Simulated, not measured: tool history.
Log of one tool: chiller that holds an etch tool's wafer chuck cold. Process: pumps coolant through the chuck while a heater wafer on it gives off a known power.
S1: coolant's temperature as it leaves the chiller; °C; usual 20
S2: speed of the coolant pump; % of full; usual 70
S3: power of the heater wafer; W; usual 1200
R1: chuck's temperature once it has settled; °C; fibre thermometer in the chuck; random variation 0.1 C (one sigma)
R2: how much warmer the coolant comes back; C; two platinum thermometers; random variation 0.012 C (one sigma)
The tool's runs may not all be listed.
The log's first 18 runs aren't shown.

run 19 hour=342.1 | S1=29 S2=67 S3=1289 | R1=40.3 R2=3.90
run 20 hour=362.6 | S1=16 S2=73 S3=876 | R1=23.0 R2=2.42
run 21 hour=378.4 | S1=16 S2=73 S3=876 | R1=23.0 R2=2.43
run 22 hour=390.9 | S1=24 S2=70 S3=1400 | R1=35.7 R2=4.07
run 23 hour=416.1 | S1=29 S2=70 S3=790 | R1=35.5 R2=2.28
run 24 hour=434.9 | S1=14 S2=78 S3=1722 | R1=27.5 R2=4.44
run 25 hour=450.7 | S1=17 S2=75 S3=890 | R1=24.2 R2=2.38
run 26 hour=464.4 | S1=26 S2=78 S3=1365 | R1=36.7 R2=3.51
run 27 hour=485.1 | S1=26 S2=78 S3=1365 | R1=36.5 R2=3.50
run 28 hour=499.6 | S1=27 S2=76 S3=1200 | R1=36.3 R2=3.17
run 29 hour=521.7 | S1=10 S2=76 S3=1200 | R1=19.6 R2=3.15
run 30 hour=535.9 | S1=17 S2=76 S3=962 | R1=24.5 R2=2.53
run 31 hour=552.6 | S1=24 S2=96 S3=1200 | R1=31.8 R2=2.46

Forecast each of these 5 alternatives for the next run:
run A hour=569.5 | S1=23 S2=91 S3=908 | R1=? R2=?
run B hour=569.5 | S1=24 S2=92 S3=1608 | R1=? R2=?
run C hour=569.5 | S1=26 S2=77 S3=627 | R1=? R2=?
run D hour=569.5 | S1=23 S2=96 S3=1200 | R1=? R2=?
run E hour=569.5 | S1=20 S2=87 S3=622 | R1=? R2=?

run=A R1=29.0 R2=1.98
run=B R1=34.7 R2=3.44
run=C R1=30.8 R2=1.63
run=D R1=30.6 R2=2.46
run=E R1=24.3 R2=1.41
Without the tool's hidden state the same runs would have given:
run=A R1=29.0 R2=1.95
run=B R1=34.5 R2=3.39
run=C R1=30.8 R2=1.61
run=D R1=30.5 R2=2.42
run=E R1=24.3 R2=1.39

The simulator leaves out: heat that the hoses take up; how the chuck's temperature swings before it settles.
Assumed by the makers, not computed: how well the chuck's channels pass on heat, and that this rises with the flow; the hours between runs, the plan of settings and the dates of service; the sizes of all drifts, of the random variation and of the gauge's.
